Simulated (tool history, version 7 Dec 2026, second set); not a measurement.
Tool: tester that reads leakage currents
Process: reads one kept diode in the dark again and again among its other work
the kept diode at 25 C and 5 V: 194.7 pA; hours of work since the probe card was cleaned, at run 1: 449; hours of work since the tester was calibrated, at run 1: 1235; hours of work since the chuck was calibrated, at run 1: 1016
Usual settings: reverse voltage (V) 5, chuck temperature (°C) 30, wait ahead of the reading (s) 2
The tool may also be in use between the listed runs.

run	day	reverse voltage (V)	chuck temperature (°C)	wait ahead of the reading (s)	hours of work since the probe card was cleaned	hours of work since the tester was calibrated	hours of work since the chuck was calibrated	current that the tester gives (pA)
1	0	5	30	2	449	1235	1016	300.55
2	1.354	5	30	2	468	1254	1035	299.09
3	3.475	5	40	2	498	1284	1065	611.84
4	4.912	5	40	7.97	518	1304	1085	609.45
5	7.521	5	40	9.81	555	1341	1121	613.55
6	10.575	5	48	2	597	1384	1164	1048.54
7	13.475	5	48	2	638	1424	1205	1049.67
8	16.721	1.55	30	2	684	1470	1250	152.28
9	19.279	1.55	30	2	720	1506	1286	153.08
10	21.5	1.55	30	2	751	1537	1318	152.82
11	24.521	5	30	2	793	1580	1360	306.31
12	25.962	5	30	2	813	1600	1380	306.85
13	28.596	5	30	2	850	1637	1417	305.22
14	29.958	5	30	2	870	1656	1436	308
15	32.808	5	30	6.87	910	1696	1476	308.22
16	34.767	5	30	2.15	937	1723	1504	306.4
17	37.288	5	36	2	972	1759	1539	475.91
18	40.088	5	36	2	1012	1798	1579	476.13
19	41.917	5	30	2	1037	1824	1604	311.21
20	44.642	5	30	2	1076	1862	1643	311.59
21	46.042	5	31	2	1095	1882	1662	333.09
22	47.792	5	31	2	1120	1906	1687	332.33
23	50.358	5	31	0.36	1156	1942	1723	336.37
24	52.846	12.46	53	0.35	1191	1977	1758	2562.94
25	56.15	2.48	22	4.01	1237	2024	1804	113.32
26	58.092	2.48	22	4.01	1265	2051	1831	113.12
27	59.95	2.48	22	4.01	1291	2077	1857	114.06
28	61.812	3.95	44	4.01	1317	2103	1884	729.55
29	65.167	3.95	44	4.01	1364	2150	1931	736.36
# day 66.504: chuck's temperature calibrated
30	68.358	2.54	53	8.63	1408	2194	26	930.43
31	69.825	2.54	53	0.82	1428	2214	47	936.08
32	72.275	18.77	54	0.82	1463	2249	81	3248.89
33	75.35	1.3	31	4.55	1506	2292	124	140.12
34	78.529	14.38	30	1.38	1550	2337	169	540.43
35	81.867	5	33	2	1597	2384	216	360.85
36	83.508	1.02	53	5.49	1620	2407	239	551.6
37	85.546	15.79	25	0.59	1649	2435	267	398.37
38	88.117	15.79	25	0.59	1685	2471	303	400.73
39	90.154	15.79	25	0.59	1714	2500	332	400.3
40	93.362	8.54	28	3.06	1759	2545	377	346.42
41	95.933	8.54	28	3.06	1795	2581	413	346.74

Some steps in current that the tester gives (pA) between neighbouring runs. How much of each would the tool show without its hidden state too (settings, what came in, random variation), and how much is left for the hidden state, with any gauge scatter that isn't in both results?
The hidden state here: stray current of the dirty probe card, pA a volt; current scale over the true one, %; true chuck temperature over the reading, C; drift of the gauge itself on leakage_pa, %.
Run 23 -> 24: reverse voltage (V) 5 -> 12.46, chuck temperature (°C) 31 -> 53, wait ahead of the reading (s) 0.36 -> 0.35. current that the tester gives (pA) +2226.57: hidden state +167.01, all else +2059.56.
Run 24 -> 25: reverse voltage (V) 12.46 -> 2.48, chuck temperature (°C) 53 -> 22, wait ahead of the reading (s) 0.35 -> 4.01. current that the tester gives (pA) -2449.62: hidden state -185.18, all else -2264.44.
Run 29 -> 30: reverse voltage (V) 3.95 -> 2.54, chuck temperature (°C) 44 -> 53, wait ahead of the reading (s) 4.01 -> 8.63, chuck's temperature calibrated. current that the tester gives (pA) +194.07: hidden state -60.42, all else +254.49.
Run 31 -> 32: reverse voltage (V) 2.54 -> 18.77, chuck temperature (°C) 53 -> 54. current that the tester gives (pA) +2312.81: hidden state +23.54, all else +2289.27.
Run 32 -> 33: reverse voltage (V) 18.77 -> 1.3, chuck temperature (°C) 54 -> 31, wait ahead of the reading (s) 0.82 -> 4.55. current that the tester gives (pA) -3108.77: hidden state -27.63, all else -3081.14.
